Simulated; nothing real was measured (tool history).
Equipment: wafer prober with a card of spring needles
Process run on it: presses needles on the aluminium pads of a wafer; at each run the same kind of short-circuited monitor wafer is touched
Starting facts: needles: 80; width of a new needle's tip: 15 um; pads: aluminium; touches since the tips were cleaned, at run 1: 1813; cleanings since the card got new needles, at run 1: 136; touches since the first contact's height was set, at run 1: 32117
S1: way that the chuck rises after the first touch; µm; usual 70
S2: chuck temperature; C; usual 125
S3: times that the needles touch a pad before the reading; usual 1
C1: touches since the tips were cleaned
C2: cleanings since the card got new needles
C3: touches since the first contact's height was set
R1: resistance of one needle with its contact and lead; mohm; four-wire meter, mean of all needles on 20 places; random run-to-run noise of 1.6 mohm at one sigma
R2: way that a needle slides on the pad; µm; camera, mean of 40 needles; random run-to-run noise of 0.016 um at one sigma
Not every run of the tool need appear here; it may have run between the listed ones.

Run 1, day 0.000: usual settings; C1 1813; C2 136; C3 32117. Result: R1 192 mohm, R2 15.53 µm.
At day 0.350: tips cleaned on abrasive film.
At day 0.817: tips cleaned on abrasive film.
Run 2, day 1.212: usual settings but S1 60 µm; C1 4732; C2 138; C3 46491. Result: R1 230 mohm, R2 13.25 µm.
At day 1.329: tips cleaned on abrasive film.
At day 1.796: tips cleaned on abrasive film.
At day 2.262: tips cleaned on abrasive film.
Run 3, day 2.412: usual settings but S1 60 µm; C1 1796; C2 141; C3 60684. Result: R1 207 mohm, R2 13.18 µm.
At day 2.762: tips cleaned on abrasive film.
At day 2.888: height of the first contact set anew.
At day 3.238: tips cleaned on abrasive film.
At day 3.821: tips cleaned on abrasive film.
At day 4.400: tips cleaned on abrasive film.
At day 4.979: tips cleaned on abrasive film.
Run 4, day 5.088: usual settings but S1 60 µm; C1 1262; C2 146; C3 26056. Result: R1 203 mohm, R2 13.34 µm.
At day 5.550: tips cleaned on abrasive film.
At day 6.121: tips cleaned on abrasive film.
At day 6.588: tips cleaned on abrasive film.
Run 5, day 6.721: usual settings; C1 1591; C2 149; C3 45436. Result: R1 194 mohm, R2 15.52 µm.
At day 7.071: tips cleaned on abrasive film.
At day 7.650: tips cleaned on abrasive film.
At day 8.117: tips cleaned on abrasive film.
At day 8.583: tips cleaned on abrasive film.
At day 8.596: height of the first contact set anew.
At day 9.058: tips cleaned on abrasive film.
Run 6, day 9.146: usual settings; C1 1026; C2 154; C3 6536. Result: R1 188 mohm, R2 15.66 µm.
At day 9.612: tips cleaned on abrasive film.
At day 10.192: tips cleaned on abrasive film.
At day 10.654: tips cleaned on abrasive film.
At day 11.233: tips cleaned on abrasive film.
Run 7, day 11.662: usual settings; C1 5144; C2 158; C3 36433. Result: R1 218 mohm, R2 15.52 µm.
At day 11.783: tips cleaned on abrasive film.
At day 12.250: tips cleaned on abrasive film.
At day 12.829: tips cleaned on abrasive film.
At day 13.292: tips cleaned on abrasive film.
At day 13.758: tips cleaned on abrasive film.
Run 8, day 14.008: usual settings; C1 2994; C2 163; C3 64211. Result: R1 202 mohm, R2 15.45 µm.
At day 14.246: tips cleaned on abrasive film.
At day 14.258: height of the first contact set anew.
At day 14.829: tips cleaned on abrasive film.
At day 15.412: tips cleaned on abrasive film.
Run 9, day 15.692: usual settings; C1 3352; C2 166; C3 17055. Result: R1 211 mohm, R2 15.61 µm.
At day 15.925: tips cleaned on abrasive film.
At day 16.500: tips cleaned on abrasive film.
At day 17.083: tips cleaned on abrasive film.
At day 17.658: tips cleaned on abrasive film.
Run 10, day 17.975: usual settings; C1 3797; C2 170; C3 44150. Result: R1 213 mohm, R2 15.54 µm.
At day 18.208: tips cleaned on abrasive film.
At day 18.671: tips cleaned on abrasive film.
At day 19.138: tips cleaned on abrasive film.
At day 19.604: tips cleaned on abrasive film.
Run 11, day 19.821: usual settings but S2 34 C; C1 2600; C2 174; C3 65990. Result: R1 187 mohm, R2 15.39 µm.
At day 19.942: height of the first contact set anew.
At day 20.175: tips cleaned on abrasive film.
At day 20.642: tips cleaned on abrasive film.
At day 21.221: tips cleaned on abrasive film.
At day 21.796: tips cleaned on abrasive film.
Run 12, day 22.204: usual settings; C1 4905; C2 178; C3 26872. Result: R1 215 mohm, R2 15.58 µm.
At day 22.325: tips cleaned on abrasive film.
At day 22.904: tips cleaned on abrasive film.
At day 23.371: tips cleaned on abrasive film.
Run 13, day 23.512: usual settings; C1 1675; C2 181; C3 42323. Result: R1 194 mohm, R2 15.50 µm.
At day 23.862: tips cleaned on abrasive film.
At day 24.325: tips cleaned on abrasive film.
At day 24.908: tips cleaned on abrasive film.
Run 14, day 25.029: usual settings but S1 84 µm, S2 114 C; C1 1478; C2 184; C3 60333. Result: R1 182 mohm, R2 18.54 µm.
At day 25.379: tips cleaned on abrasive film.
At day 25.625: height of the first contact set anew.
At day 25.975: tips cleaned on abrasive film.
Run 15, day 26.121: usual settings but S1 84 µm, S2 114 C; C1 1754; C2 186; C3 5886. Result: R1 184 mohm, R2 18.74 µm.
At day 26.471: tips cleaned on abrasive film.
At day 26.938: tips cleaned on abrasive film.
At day 27.400: tips cleaned on abrasive film.
At day 27.979: tips cleaned on abrasive film.
At day 28.446: tips cleaned on abrasive film.
Run 16, day 28.712: usual settings but S3 2; C1 3178; C2 191; C3 36588. Result: R1 191 mohm, R2 15.51 µm.

Predict the results of run 17:
At day 28.946: tips cleaned on abrasive film.
At day 29.412: tips cleaned on abrasive film.
Run 17, day 29.804: usual settings but S1 72 µm, S2 29 C; C1 4723; C2 193; C3 49575. Result: R1 ?, R2 ?.

{"run 17": {"R1": 210, "R2": 15.94}}
With the hidden condition absent and the run-to-run variation left alone, this run would have shown R1 146 mohm, R2 16.13 µm.
